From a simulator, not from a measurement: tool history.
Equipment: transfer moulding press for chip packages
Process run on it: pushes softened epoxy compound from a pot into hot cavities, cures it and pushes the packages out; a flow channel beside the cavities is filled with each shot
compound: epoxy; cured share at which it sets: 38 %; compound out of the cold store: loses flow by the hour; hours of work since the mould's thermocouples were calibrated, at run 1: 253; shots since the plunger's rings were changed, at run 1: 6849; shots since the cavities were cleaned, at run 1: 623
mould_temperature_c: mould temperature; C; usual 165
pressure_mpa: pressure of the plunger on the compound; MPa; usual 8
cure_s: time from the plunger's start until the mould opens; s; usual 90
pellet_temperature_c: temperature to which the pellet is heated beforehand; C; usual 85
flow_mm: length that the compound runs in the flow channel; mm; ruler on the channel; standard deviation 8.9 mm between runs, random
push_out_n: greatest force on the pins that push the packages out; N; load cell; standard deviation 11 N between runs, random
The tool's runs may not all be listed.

run   hour  mould_temperature_c  pressure_mpa  cure_s  pellet_temperature_c  hours of work since the mould's thermocouples were calibrated  shots since the plunger's rings were changed  shots since the cavities were cleaned  incoming compound's hours out of the cold store  flow_mm  push_out_n
  1      0                  165             8      90                    85                                                            253                                          6849                                    623                                             17.7      875         737
       8.8  -- plunger's sealing rings changed
  2   21.6                  165          8.01      90                    85                                                            262                                           122                                    805                                             45.7      901         705
      42.9  -- cavities cleaned with cleaning compound and waxed
  3   43.1                  161          8.01      90                    85                                                            272                                           314                                      2                                             25.8     1007         728
  4   60.3                  165             8      90                    79                                                            280                                           478                                    166                                             15.4     1028         637
  5     71                  165          6.16      90                    85                                                            285                                           580                                    268                                             45.2      790         636
  6   94.1                  165          6.16      90                    85                                                            295                                           800                                    488                                             30.9      841         692
  7  104.4                  167          6.16      90                    85                                                            300                                           899                                    587                                               46      770         599
  8  119.9                  167          6.16      90                    85                                                            307                                          1047                                    735                                             22.9      858         694
  9  143.9                  165             8      90                    85                                                            319                                          1276                                    964                                             37.6      907         751
     149.4  -- cavities cleaned with cleaning compound and waxed
 10  164.8                  165             8      90                    85                                                            328                                          1462                                    148                                             16.3     1010         625
 11  187.1                  165             8      90                    85                                                            338                                          1675                                    361                                             31.7      933         669
 12  209.3                  165             8      90                    85                                                            349                                          1886                                    572                                             34.8      923         692
 13  228.4                  165             8      75                    85                                                            357                                          2068                                    754                                               20      983        1274
 14  239.2                  165             8      75                    85                                                            362                                          2172                                    858                                             31.7      925        1255
 15  249.4                  170             8      90                    85                                                            367                                          2269                                    955                                             36.8      881         592
     254.1  -- cavities cleaned with cleaning compound and waxed
 16  262.4                  165          6.93      90                    86                                                            373                                          2379                                     79                                             31.8      854         554
 17  279.6                  165          6.93      90                    86                                                            381                                          2543                                    243                                             18.5      890         648
 18    293                  171          6.93      90                    86                                                            387                                          2670                                    370                                             28.4      837         505
 19  312.5                  159             8      90                    85                                                            396                                          2857                                    557                                             46.6      883        1076
 20    334                  164             8     101                    85                                                            406                                          3062                                    762                                             45.3      832         636
 21  352.1                  161             8      91                    85                                                            414                                          3235                                    935                                             24.9      960        1025
       360  -- cavities cleaned with cleaning compound and waxed
 22  374.4                  172             8      90                    85                                                            424                                          3434                                    138                                             22.9      909         426
 23  396.3                  172          8.07     103                    89                                                            434                                          3643                                    347                                             38.8      833         467
 24  416.6                  172          8.07     103                    89                                                            444                                          3836                                    540                                             24.4      898         517
 25  438.4                  165             8     109                    85                                                            454                                          4045                                    749                                              9.3      981         603
 26  452.1                  165             8     109                    85                                                            460                                          4175                                    879                                             32.5      868         576
     464.8  -- cavities cleaned with cleaning compound and waxed
 27  474.4                  161          7.34      71                    91                                                            470                                          4374                                     92                                               22      878        1386
 28  486.5                  161          9.39      71                    94                                                            476                                          4490                                    208                                               36      940        1415
 29  500.8                  161          9.39      71                    94                                                            482                                          4626                                    344                                             34.2      952        1535

3 ways to go on from here, each from the tool as it stands after run 29. What would each give?
  A  515.1                  166          6.31      90                    85                                                            489                                          4762                                    480                                             16.7        ?           ?
  B  515.1                  161          7.95      71                    93                                                            489                                          4762                                    480                                             38.4        ?           ?
  C  515.1                  165             8      90                    90                                                            489                                          4762                                    480                                             24.5        ?           ?

run  flow_mm  push_out_n
  A      829         710
  B      854        1533
  C      888         714
Had the tool no hidden state, the same runs would have come out as:
run  flow_mm  push_out_n
  A      919         513
  B      947        1105
  C      985         515
